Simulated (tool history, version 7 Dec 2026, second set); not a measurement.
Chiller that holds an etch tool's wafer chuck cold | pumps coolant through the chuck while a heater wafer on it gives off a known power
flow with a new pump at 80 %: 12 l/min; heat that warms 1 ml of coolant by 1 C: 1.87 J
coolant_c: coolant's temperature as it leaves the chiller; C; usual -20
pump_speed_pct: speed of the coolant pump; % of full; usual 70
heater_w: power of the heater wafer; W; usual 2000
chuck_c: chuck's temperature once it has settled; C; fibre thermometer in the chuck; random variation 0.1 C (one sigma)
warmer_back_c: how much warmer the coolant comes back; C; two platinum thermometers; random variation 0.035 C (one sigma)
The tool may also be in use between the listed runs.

run    hour  coolant_c  pump_speed_pct  heater_w  chuck_c  warmer_back_c
  1       0        -20              70      2000     -3.7           6.04
  2     195        -20              61      2000       -2           6.88
  3   347.7        -20              61      2000     -2.1           6.94
  4   452.5        -20              70      2000     -3.7           6.08
  5   558.5        -20              70      2000     -3.7           6.07
  6   730.6        -20              70      2000     -3.6            6.1
  7     917        -20              70      2000     -3.6            6.1
  8  1021.4        -20              70      2000     -3.9            6.1
  9  1148.3        -20              70      2000     -3.8           6.05
 10  1328.4        -20              70      2000     -3.6           6.03
 11  1467.5        -20              70      2000     -3.8           6.03
 12  1620.1        -20              70      2000     -3.5            6.1
 13    1719        -20              70      2000     -3.8           6.14
 14  1827.2        -20              67      2000     -3.2           6.31
 15  2002.7        -17              84      2000     -2.5           5.11
 16    2198        -20              88      2000     -5.9            4.9
 17    2337        -16              72      1851       -1           5.46
 18  2501.6        -13              85      2839      7.3           7.16
 19  2606.3        -25              95      1224    -16.7           2.82
 20    2713        -13              73      2157        4           6.28
 21  2813.2        -13              73      2157      4.2           6.28
     2942.1  -- chiller's thermometer calibrated
 22  3009.8        -23              68      1378    -11.6            4.3
 23  3130.5        -23              68      2342     -3.5           7.33
 24    3313        -23              68      2342     -3.6           7.34
 25  3510.8        -29              69      2732     -6.3            8.4
 26  3706.7        -18              69      2938      6.3           9.03
 27  3840.9        -14              88      1270     -5.1           3.12

Forecast each of these 3 alternatives for the next run:
  A  3951.2        -13              88      1270        ?              ?
  B  3951.2        -17              87      1201        ?              ?
  C  3951.2        -14              71      1270        ?              ?

run  chuck_c  warmer_back_c
  A     -4.2           3.11
  B     -8.3           3.02
  C     -3.8           3.81
Without the tool's hidden state the same runs would have given:
run  chuck_c  warmer_back_c
  A     -4.2           3.11
  B     -8.3           3.02
  C     -3.8           3.81
